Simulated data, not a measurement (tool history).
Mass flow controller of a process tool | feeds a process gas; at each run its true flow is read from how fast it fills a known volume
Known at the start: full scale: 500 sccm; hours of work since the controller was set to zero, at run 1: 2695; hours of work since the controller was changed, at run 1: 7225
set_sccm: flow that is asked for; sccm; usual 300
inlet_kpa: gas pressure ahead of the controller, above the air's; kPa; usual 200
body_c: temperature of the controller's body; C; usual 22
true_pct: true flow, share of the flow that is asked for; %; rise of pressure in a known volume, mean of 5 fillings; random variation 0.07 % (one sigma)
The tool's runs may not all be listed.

| run | hour | set_sccm | inlet_kpa | body_c | hours of work since the controller was set to zero | hours of work since the controller was changed | true_pct |
|---|---|---|---|---|---|---|---|
| 1 | 0 | 300 | 200 | 22 | 2695 | 7225 | 100.99 |
| 2 | 264 | 300 | 200 | 22 | 2815 | 7344 | 101.1 |
| 3 | 583.8 | 300 | 200 | 22 | 2960 | 7490 | 101.1 |
| 4 | 1099 | 300 | 200 | 22 | 3194 | 7724 | 101.35 |
| 5 | 1458.1 | 300 | 200 | 22 | 3357 | 7887 | 101.55 |
| 6 | 1728 | 300 | 200 | 22 | 3479 | 8009 | 101.58 |
| 7 | 2131.7 | 300 | 200 | 22 | 3663 | 8192 | 101.54 |
| 8 | 2359.6 | 300 | 200 | 22 | 3766 | 8296 | 101.72 |
| 9 | 2581.7 | 300 | 200 | 22 | 3867 | 8397 | 101.75 |
| 10 | 3010.2 | 300 | 200 | 22 | 4062 | 8591 | 101.61 |
| 11 | 3359.7 | 300 | 200 | 24 | 4220 | 8750 | 102.11 |
| 12 | 3669.4 | 85 | 200 | 22 | 4361 | 8891 | 103.03 |
|  | 3794.2 | controller's zero set anew |
| 13 | 4069.9 | 85 | 200 | 22 | 125 | 9072 | 100.53 |
| 14 | 4358.5 | 85 | 200 | 22 | 256 | 9203 | 100.64 |
| 15 | 4819.2 | 199 | 200 | 36 | 465 | 9413 | 102.17 |

Run 16 comes next. What will it give?
| 16 | 5171.1 | 77 | 230 | 29 | 625 | 9572 | ? |

true_pct: 101.95 %
Without the tool's hidden state the same run would have given true_pct 98.35 %.

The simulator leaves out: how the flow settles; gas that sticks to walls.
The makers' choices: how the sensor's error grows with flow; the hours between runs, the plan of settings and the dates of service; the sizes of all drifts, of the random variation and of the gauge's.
